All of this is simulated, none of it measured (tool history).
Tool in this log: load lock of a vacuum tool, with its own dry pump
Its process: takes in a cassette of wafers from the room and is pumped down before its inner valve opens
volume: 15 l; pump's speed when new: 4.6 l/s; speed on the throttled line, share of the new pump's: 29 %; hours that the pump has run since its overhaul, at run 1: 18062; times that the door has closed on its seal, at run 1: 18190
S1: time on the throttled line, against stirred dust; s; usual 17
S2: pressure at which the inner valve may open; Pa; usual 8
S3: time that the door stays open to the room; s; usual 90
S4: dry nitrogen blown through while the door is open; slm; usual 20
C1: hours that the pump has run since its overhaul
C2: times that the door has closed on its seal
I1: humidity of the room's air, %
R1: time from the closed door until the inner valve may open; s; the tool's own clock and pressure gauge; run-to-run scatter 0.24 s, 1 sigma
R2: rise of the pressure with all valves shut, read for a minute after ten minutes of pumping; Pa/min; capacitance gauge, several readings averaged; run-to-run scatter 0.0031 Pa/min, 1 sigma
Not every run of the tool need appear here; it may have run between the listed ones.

run 1 hour=0 | S1=17 S2=8 S3=90 S4=20 | C1=18062 C2=18190 | I1=45.3 | R1=47.6 R2=0.141
-- hour=365.4 dry pump taken out, an overhauled one fitted
run 2 hour=425.5 | S1=17 S2=8 S3=90 S4=20 | C1=60 C2=20150 | I1=47.4 | R1=42.9 R2=0.158
run 3 hour=850.4 | S1=17 S2=8 S3=90 S4=20 | C1=485 C2=22135 | I1=45.9 | R1=43 R2=0.163
run 4 hour=1148.9 | S1=17 S2=8 S3=90 S4=20 | C1=783 C2=23530 | I1=39.5 | R1=43.2 R2=0.162
run 5 hour=1456.8 | S1=17 S2=8 S3=90 S4=20 | C1=1091 C2=24969 | I1=46.4 | R1=43.3 R2=0.18
run 6 hour=1844 | S1=9 S2=8 S3=90 S4=20 | C1=1479 C2=26778 | I1=47.6 | R1=37.9 R2=0.189
run 7 hour=2259.3 | S1=9 S2=8 S3=90 S4=20 | C1=1894 C2=28718 | I1=45.4 | R1=37.7 R2=0.198
run 8 hour=2667.6 | S1=17 S2=8 S3=90 S4=20 | C1=2302 C2=30626 | I1=45.3 | R1=43.4 R2=0.217
run 9 hour=3035.6 | S1=17 S2=8 S3=90 S4=20 | C1=2670 C2=32346 | I1=46.3 | R1=43.4 R2=0.222
run 10 hour=3500.4 | S1=17 S2=8 S3=90 S4=20 | C1=3135 C2=34518 | I1=44.8 | R1=43.2 R2=0.235
run 11 hour=4143.8 | S1=17 S2=8 S3=105 S4=20 | C1=3778 C2=37524 | I1=45.5 | R1=43.4 R2=0.258
run 12 hour=4778.4 | S1=17 S2=8 S3=90 S4=22 | C1=4413 C2=40489 | I1=44.2 | R1=44 R2=0.278
run 13 hour=5358.2 | S1=17 S2=8 S3=90 S4=22 | C1=4993 C2=43199 | I1=43.9 | R1=43.5 R2=0.298
run 14 hour=5921.4 | S1=17 S2=8 S3=90 S4=22 | C1=5556 C2=45830 | I1=42.9 | R1=44.1 R2=0.323
run 15 hour=6251.9 | S1=17 S2=8 S3=90 S4=22 | C1=5886 C2=47374 | I1=43.6 | R1=44.5 R2=0.335
run 16 hour=6586.1 | S1=9 S2=8 S3=223 S4=21 | C1=6221 C2=48936 | I1=48.2 | R1=38.7 R2=0.375
-- hour=6981.9 door's seal changed, seat wiped
run 17 hour=7015.7 | S1=9 S2=8 S3=223 S4=21 | C1=6649 C2=158 | I1=42.9 | R1=39.1 R2=0.087
run 18 hour=7584.2 | S1=9 S2=11 S3=223 S4=21 | C1=7217 C2=2815 | I1=42 | R1=38 R2=0.093
run 19 hour=8198.2 | S1=26 S2=11 S3=223 S4=36 | C1=7831 C2=5683 | I1=50.3 | R1=49.6 R2=0.086
run 20 hour=8769 | S1=12 S2=8 S3=90 S4=30 | C1=8402 C2=8351 | I1=46.7 | R1=41 R2=0.076
run 21 hour=9406.8 | S1=26 S2=8 S3=78 S4=21 | C1=9040 C2=11331 | I1=43.6 | R1=51.1 R2=0.089
run 22 hour=9926.9 | S1=12 S2=10 S3=31 S4=14 | C1=9560 C2=13761 | I1=45.5 | R1=40.6 R2=0.09
run 23 hour=10506.2 | S1=12 S2=10 S3=31 S4=14 | C1=10139 C2=16468 | I1=48.6 | R1=40.3 R2=0.108
run 24 hour=11078.5 | S1=28 S2=8 S3=151 S4=26 | C1=10712 C2=19142 | I1=45.3 | R1=52.7 R2=0.129
run 25 hour=11380.7 | S1=28 S2=8 S3=151 S4=26 | C1=11014 C2=20554 | I1=47.5 | R1=52.9 R2=0.141
run 26 hour=11901.6 | S1=28 S2=8 S3=151 S4=26 | C1=11535 C2=22988 | I1=40.7 | R1=52.5 R2=0.136
run 27 hour=12235.3 | S1=17 S2=8 S3=90 S4=42 | C1=11868 C2=24548 | I1=47.9 | R1=45.2 R2=0.131
run 28 hour=12666 | S1=17 S2=7 S3=90 S4=20 | C1=12299 C2=26560 | I1=49.5 | R1=45.6 R2=0.173
run 29 hour=13127.3 | S1=17 S2=7 S3=90 S4=20 | C1=12760 C2=28715 | I1=45.5 | R1=45.6 R2=0.183

Take each entry between the runs: how does the hidden state at the last listed run before it differ from the hidden state at the first listed run after it?
After run 1, before run 2: dry pump taken out, an overhauled one fitted (hour 365.4)
  pump's speed, % of a new pump's: 86.9 -> 100.7; leak at the door's seal, Pa l/s: 0.0206 -> 0.0229
  measured result minus the result with no hidden state, R1: +4 -> -0.2 s; R2: +0.074 -> +0.083 Pa/min
After run 16, before run 17: door's seal changed, seat wiped (hour 6981.9)
  pump's speed, % of a new pump's: 96.5 -> 96.2; leak at the door's seal, Pa l/s: 0.0723 -> 0.0021
  measured result minus the result with no hidden state, R1: +1 -> +1.2 s; R2: +0.281 -> +0 Pa/min
